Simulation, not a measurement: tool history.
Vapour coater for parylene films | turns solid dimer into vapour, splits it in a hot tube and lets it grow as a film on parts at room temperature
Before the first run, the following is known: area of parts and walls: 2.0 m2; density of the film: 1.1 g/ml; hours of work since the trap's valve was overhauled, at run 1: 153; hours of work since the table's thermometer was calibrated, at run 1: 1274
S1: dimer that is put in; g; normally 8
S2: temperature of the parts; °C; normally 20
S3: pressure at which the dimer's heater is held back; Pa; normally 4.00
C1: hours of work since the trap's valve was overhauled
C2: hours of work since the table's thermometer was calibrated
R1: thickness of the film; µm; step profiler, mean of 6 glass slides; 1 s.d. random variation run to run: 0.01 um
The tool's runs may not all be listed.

Run 1, hour 0.0: usual settings; C1 153; C2 1274. Result: R1 2.43 µm.
Run 2, hour 37.8: usual settings; C1 185; C2 1307. Result: R1 2.43 µm.
Run 3, hour 62.7: usual settings; C1 207; C2 1328. Result: R1 2.43 µm.
Run 4, hour 90.8: usual settings; C1 231; C2 1352. Result: R1 2.43 µm.
Run 5, hour 116.1: usual settings; C1 253; C2 1374. Result: R1 2.43 µm.
Run 6, hour 154.6: usual settings; C1 286; C2 1408. Result: R1 2.44 µm.
Run 7, hour 190.2: usual settings; C1 317; C2 1439. Result: R1 2.44 µm.
Run 8, hour 232.5: usual settings; C1 354; C2 1475. Result: R1 2.46 µm.
Run 9, hour 265.7: usual settings but S3 6.99 Pa; C1 383; C2 1504. Result: R1 2.35 µm.
Run 10, hour 298.5: usual settings but S3 10.69 Pa; C1 411; C2 1532. Result: R1 2.31 µm.
Run 11, hour 331.8: usual settings; C1 440; C2 1561. Result: R1 2.45 µm.
Run 12, hour 366.7: usual settings but S2 24 °C; C1 470; C2 1591. Result: R1 2.11 µm.
Run 13, hour 419.4: usual settings but S1 4 g; C1 516; C2 1637. Result: R1 1.22 µm.
Run 14, hour 465.0: usual settings but S1 13 g; C1 555; C2 1676. Result: R1 3.96 µm.
At hour 471.5: trap's valve overhauled.
Run 15, hour 517.6: usual settings but S1 7 g; C1 40; C2 1719. Result: R1 2.14 µm.
Run 16, hour 543.4: usual settings but S3 2.97 Pa; C1 62; C2 1741. Result: R1 2.50 µm.
Run 17, hour 593.2: usual settings but S3 2.97 Pa; C1 105; C2 1784. Result: R1 2.51 µm.
Run 18, hour 631.9: usual settings but S3 2.97 Pa; C1 139; C2 1818. Result: R1 2.51 µm.
Run 19, hour 657.2: usual settings but S3 7.44 Pa; C1 161; C2 1839. Result: R1 2.37 µm.
Run 20, hour 698.9: usual settings but S1 4 g; C1 197; C2 1876. Result: R1 1.24 µm.
Run 21, hour 749.5: usual settings but S1 4 g; C1 241; C2 1919. Result: R1 1.23 µm.
Run 22, hour 782.5: usual settings but S1 4 g; C1 269; C2 1948. Result: R1 1.23 µm.
Run 23, hour 813.2: usual settings but S1 7 g, S2 18 °C, S3 3.78 Pa; C1 296; C2 1975. Result: R1 2.32 µm.
Run 24, hour 861.4: usual settings but S1 6 g, S2 16 °C, S3 2.33 Pa; C1 338; C2 2016. Result: R1 2.19 µm.
Run 25, hour 909.2: usual settings but S1 6 g, S2 16 °C, S3 2.33 Pa; C1 379; C2 2058. Result: R1 2.22 µm.
Run 26, hour 955.7: usual settings but S1 6 g, S2 13 °C, S3 6.79 Pa; C1 419; C2 2098. Result: R1 2.31 µm.
Run 27, hour 1001.9: usual settings but S1 11 g, S2 28 °C, S3 9.68 Pa; C1 459; C2 2138. Result: R1 2.44 µm.
Run 28, hour 1043.6: usual settings but S1 4 g, S2 28 °C, S3 9.68 Pa; C1 495; C2 2174. Result: R1 0.87 µm.
Run 29, hour 1092.3: usual settings but S2 14 °C, S3 2.41 Pa; C1 538; C2 2216. Result: R1 3.18 µm.
At hour 1122.7: trap's valve overhauled.
Run 30, hour 1135.3: usual settings but S3 5.36 Pa; C1 11; C2 2250. Result: R1 2.45 µm.
At hour 1159.5: table's thermometer calibrated.
Run 31, hour 1179.3: usual settings but S1 4 g, S2 18 °C; C1 48; C2 17. Result: R1 1.34 µm.
Run 32, hour 1229.9: usual settings but S1 4 g, S2 18 °C; C1 92; C2 61. Result: R1 1.33 µm.
Run 33, hour 1284.1: usual settings but S2 30 °C, S3 2.19 Pa; C1 139; C2 108. Result: R1 1.80 µm.
Run 34, hour 1337.9: usual settings but S1 5 g, S3 4.82 Pa; C1 186; C2 155. Result: R1 1.54 µm.
At hour 1385.8: gauge calibrated.
Run 35, hour 1387.7: usual settings but S2 12 °C, S3 3.08 Pa; C1 229; C2 198. Result: R1 3.29 µm.

Here are 5 independent what-if runs from the current tool condition. What would each one return?
Run A, hour 1422.6: usual settings but S1 3 g, S2 17 °C, S3 3.72 Pa; C1 259; C2 228. Result: R1 ?.
Run B, hour 1422.6: usual settings but S1 3 g; C1 259; C2 228. Result: R1 ?.
Run C, hour 1422.6: usual settings but S1 11 g, S2 12 °C, S3 3.11 Pa; C1 259; C2 228. Result: R1 ?.
Run D, hour 1422.6: usual settings but S1 13 g, S2 19 °C, S3 2.40 Pa; C1 259; C2 228. Result: R1 ?.
Run E, hour 1422.6: usual settings but S1 4 g, S2 12 °C, S3 9.64 Pa; C1 259; C2 228. Result: R1 ?.

run    R1
  A  1.02
  B  0.91
  C  4.52
  D  4.20
  E  1.54
The same runs, with their run-to-run variation unchanged, on a tool lacking any hidden condition would have given:
run    R1
  A  1.02
  B  0.91
  C  4.52
  D  4.20
  E  1.54

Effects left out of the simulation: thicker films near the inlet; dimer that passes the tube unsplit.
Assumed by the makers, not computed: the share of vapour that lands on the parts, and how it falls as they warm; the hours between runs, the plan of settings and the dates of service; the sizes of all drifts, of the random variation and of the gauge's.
